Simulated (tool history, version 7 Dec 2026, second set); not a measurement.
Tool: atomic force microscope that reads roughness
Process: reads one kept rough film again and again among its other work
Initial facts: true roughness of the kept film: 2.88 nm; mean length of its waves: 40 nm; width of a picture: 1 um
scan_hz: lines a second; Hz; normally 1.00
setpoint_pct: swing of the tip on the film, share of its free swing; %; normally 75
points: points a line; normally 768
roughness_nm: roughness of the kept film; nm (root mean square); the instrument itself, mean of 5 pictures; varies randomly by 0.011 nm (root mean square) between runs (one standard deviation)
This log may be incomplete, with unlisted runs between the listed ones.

| run | hour | scan_hz | setpoint_pct | points | roughness_nm |
|---|---|---|---|---|---|
| 1 | 0.0 | 1.00 | 75 | 768 | 2.493 |
|  | 26.3 | new tip fitted |
| 2 | 52.3 | 1.00 | 75 | 768 | 2.563 |
| 3 | 85.8 | 1.00 | 75 | 768 | 2.508 |
|  | 111.9 | new tip fitted |
| 4 | 132.1 | 1.00 | 74 | 768 | 2.597 |
| 5 | 190.7 | 1.00 | 74 | 768 | 2.496 |
|  | 195.4 | new tip fitted |
| 6 | 258.6 | 1.00 | 63 | 768 | 2.587 |
|  | 280.5 | new tip fitted |
| 7 | 309.9 | 1.00 | 68 | 768 | 2.603 |
| 8 | 343.0 | 1.00 | 68 | 768 | 2.573 |
|  | 368.1 | new tip fitted |
| 9 | 400.5 | 1.00 | 68 | 768 | 2.602 |
|  | 455.8 | new tip fitted |
| 10 | 461.7 | 1.00 | 75 | 483 | 2.603 |
| 11 | 516.9 | 1.00 | 65 | 483 | 2.583 |
|  | 541.3 | new tip fitted |
| 12 | 592.5 | 1.00 | 65 | 483 | 2.592 |
|  | 624.3 | new tip fitted |
| 13 | 624.3 | 1.00 | 65 | 483 | 2.682 |
| 14 | 699.8 | 3.52 | 65 | 422 | 2.396 |
|  | 710.4 | new tip fitted |
| 15 | 769.7 | 0.75 | 75 | 646 | 2.557 |
|  | 795.8 | new tip fitted |
| 16 | 826.7 | 3.28 | 76 | 432 | 2.287 |
|  | 879.1 | new tip fitted |
| 17 | 879.1 | 3.28 | 76 | 432 | 2.343 |
| 18 | 937.4 | 3.28 | 76 | 432 | 2.254 |
|  | 965.6 | new tip fitted |
| 19 | 991.6 | 0.91 | 75 | 641 | 2.589 |
|  | 1049.6 | new tip fitted |
| 20 | 1053.4 | 1.00 | 75 | 691 | 2.634 |
| 21 | 1111.8 | 1.55 | 75 | 768 | 2.486 |
|  | 1133.4 | new tip fitted |
| 22 | 1158.7 | 0.88 | 85 | 768 | 2.525 |
|  | 1217.4 | new tip fitted |
| 23 | 1233.3 | 0.88 | 85 | 768 | 2.541 |
| 24 | 1289.6 | 1.62 | 67 | 768 | 2.500 |
|  | 1302.0 | new tip fitted |
| 25 | 1355.7 | 1.62 | 56 | 526 | 2.588 |

Below are 5 alternative next runs, each starting from the tool's condition after run 25. Predict each:
|  | 1388.2 | new tip fitted |
| A | 1411.6 | 1.54 | 56 | 535 | ? |
|  | 1388.2 | new tip fitted |
| B | 1411.6 | 0.99 | 76 | 526 | ? |
|  | 1388.2 | new tip fitted |
| C | 1411.6 | 1.00 | 75 | 431 | ? |
|  | 1388.2 | new tip fitted |
| D | 1411.6 | 1.06 | 75 | 374 | ? |
|  | 1388.2 | new tip fitted |
| E | 1411.6 | 3.14 | 56 | 526 | ? |

| run | roughness_nm |
|---|---|
| A | 2.676 |
| B | 2.614 |
| C | 2.606 |
| D | 2.602 |
| E | 2.619 |
Take away the tool's hidden state, keep each run's random variation, and the runs would have read:
| run | roughness_nm |
|---|---|
| A | 2.666 |
| B | 2.604 |
| C | 2.596 |
| D | 2.592 |
| E | 2.609 |
